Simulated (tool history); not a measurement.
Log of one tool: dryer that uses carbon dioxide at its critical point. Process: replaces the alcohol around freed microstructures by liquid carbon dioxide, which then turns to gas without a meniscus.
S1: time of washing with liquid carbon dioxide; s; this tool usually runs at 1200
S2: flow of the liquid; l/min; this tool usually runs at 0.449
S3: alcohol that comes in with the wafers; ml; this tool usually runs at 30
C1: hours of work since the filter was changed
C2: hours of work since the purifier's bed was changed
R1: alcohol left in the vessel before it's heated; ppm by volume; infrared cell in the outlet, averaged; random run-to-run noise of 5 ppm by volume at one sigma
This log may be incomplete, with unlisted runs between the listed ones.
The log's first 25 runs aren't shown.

run   hour    S1     S2   S3   C1   C2   R1
 26  174.2   720  0.590   48  258  138  372
 27  178.2   840  0.390   25  260  140  566
 28  187.2  1200  0.332  108  263  143  953
 29  195.7   900  0.671   20  266  146   70
 30  201.4  1740  0.709   20  268  148   62
 31  205.2  1740  0.709   20  270  150   58
 32  211.1  1200  0.598   65  272  152   65
 33  217.9   960  0.439  101  274  155  756
 34  225.7   780  0.651  116  277  157  369
 35  232.0   780  0.651  116  279  160  371
 36  238.2  1440  0.397   47  282  162   96
 37  245.0  1680  0.397   86  284  165   93
 38  254.0  1680  0.488   47  288  168   63
 39  261.2  1140  0.510   47  290  171  108

Branching from run 39: 4 alternative next runs. What would each branch give?
  A  265.6  1140  0.652   86  292  172   ?
  B  265.6  1560  0.350  114  292  172   ?
  C  265.6  1200  0.449   49  292  172   ?
  D  265.6  1140  0.368   36  292  172   ?

run   R1
  A   69
  B  230
  C  140
  D  301
Had the tool no hidden state, the same runs would have come out as:
run   R1
  A    8
  B  127
  C   62
  D  191
